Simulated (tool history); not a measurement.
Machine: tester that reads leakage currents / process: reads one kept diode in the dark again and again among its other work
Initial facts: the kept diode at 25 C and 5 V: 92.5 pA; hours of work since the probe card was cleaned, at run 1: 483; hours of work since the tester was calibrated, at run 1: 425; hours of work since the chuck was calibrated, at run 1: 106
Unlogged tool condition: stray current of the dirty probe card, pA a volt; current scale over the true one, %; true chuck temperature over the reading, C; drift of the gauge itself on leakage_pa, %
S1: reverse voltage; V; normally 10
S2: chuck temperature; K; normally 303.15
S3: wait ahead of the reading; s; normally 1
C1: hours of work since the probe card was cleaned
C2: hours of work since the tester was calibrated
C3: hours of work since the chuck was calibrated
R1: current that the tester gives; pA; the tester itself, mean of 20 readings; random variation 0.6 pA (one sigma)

{"run": 1, "hour": 0.0, "S1": 10, "S2": 303.15, "S3": 1, "C1": 483, "C2": 425, "C3": 106, "R1": 216.91}
{"run": 2, "hour": 15.1, "S1": 10, "S2": 303.15, "S3": 1, "C1": 492, "C2": 434, "C3": 114, "R1": 217.13}
{"run": 3, "hour": 43.1, "S1": 2.2, "S2": 303.15, "S3": 1, "C1": 508, "C2": 451, "C3": 131, "R1": 101.21}
{"run": 4, "hour": 67.3, "S1": 2.2, "S2": 303.15, "S3": 1, "C1": 522, "C2": 465, "C3": 145, "R1": 101.18}
{"run": 5, "hour": 82.3, "S1": 2.6, "S2": 303.15, "S3": 1, "C1": 531, "C2": 474, "C3": 154, "R1": 111.11}
{"run": 6, "hour": 111.4, "S1": 4.1, "S2": 303.15, "S3": 1, "C1": 548, "C2": 491, "C3": 171, "R1": 139.66}
{"run": 7, "hour": 132.0, "S1": 10, "S2": 294.15, "S3": 1, "C1": 560, "C2": 503, "C3": 183, "R1": 109.55}
{"run": 8, "hour": 147.9, "S1": 10, "S2": 294.15, "S3": 1, "C1": 570, "C2": 512, "C3": 192, "R1": 109.11}
{"run": 9, "hour": 172.4, "S1": 10, "S2": 294.15, "S3": 1, "C1": 584, "C2": 526, "C3": 207, "R1": 110.43}
{"run": 10, "hour": 198.2, "S1": 3.5, "S2": 306.15, "S3": 0.5, "C1": 599, "C2": 541, "C3": 222, "R1": 166.06}
{"run": 11, "hour": 227.0, "S1": 2.7, "S2": 303.15, "S3": 1, "C1": 616, "C2": 558, "C3": 239, "R1": 115.56}
{"run": 12, "hour": 255.1, "S1": 3.9, "S2": 310.15, "S3": 7.87, "C1": 632, "C2": 575, "C3": 255, "R1": 241.52}
{"run": 13, "hour": 272.9, "S1": 10, "S2": 303.15, "S3": 1.45, "C1": 643, "C2": 585, "C3": 266, "R1": 224.48}
{"run": 14, "hour": 293.5, "S1": 10, "S2": 320.15, "S3": 0.34, "C1": 655, "C2": 597, "C3": 278, "R1": 832.7}
{"run": 15, "hour": 312.6, "S1": 5.4, "S2": 301.15, "S3": 0.5, "C1": 666, "C2": 609, "C3": 289, "R1": 141.22}
{"run": 16, "hour": 330.7, "S1": 1.8, "S2": 300.15, "S3": 0.63, "C1": 677, "C2": 619, "C3": 299, "R1": 74.79}
{"run": 17, "hour": 351.5, "S1": 1.8, "S2": 300.15, "S3": 0.63, "C1": 689, "C2": 631, "C3": 312, "R1": 74.8}

5 ways to go on from here, each from the tool as it stands after run 17. What would each give?
{"run": "A", "hour": 372.3, "S1": 10, "S2": 304.15, "S3": 1, "C1": 701, "C2": 644, "C3": 324, "R1": "?"}
{"run": "B", "hour": 372.3, "S1": 2.1, "S2": 315.15, "S3": 5.78, "C1": 701, "C2": 644, "C3": 324, "R1": "?"}
{"run": "C", "hour": 372.3, "S1": 18.2, "S2": 303.15, "S3": 1.2, "C1": 701, "C2": 644, "C3": 324, "R1": "?"}
{"run": "D", "hour": 372.3, "S1": 10, "S2": 313.15, "S3": 2.77, "C1": 701, "C2": 644, "C3": 324, "R1": "?"}
{"run": "E", "hour": 372.3, "S1": 1.5, "S2": 296.15, "S3": 2.99, "C1": 701, "C2": 644, "C3": 324, "R1": "?"}

run=A R1=246.44
run=B R1=268.77
run=C R1=313.64
run=D R1=490.66
run=E R1=48.56
Stripped of hidden state, with their random variation kept, the same runs would have yielded:
run=A R1=218.11
run=B R1=253.31
run=C R1=268.21
run=D R1=451.91
run=E R1=43.68
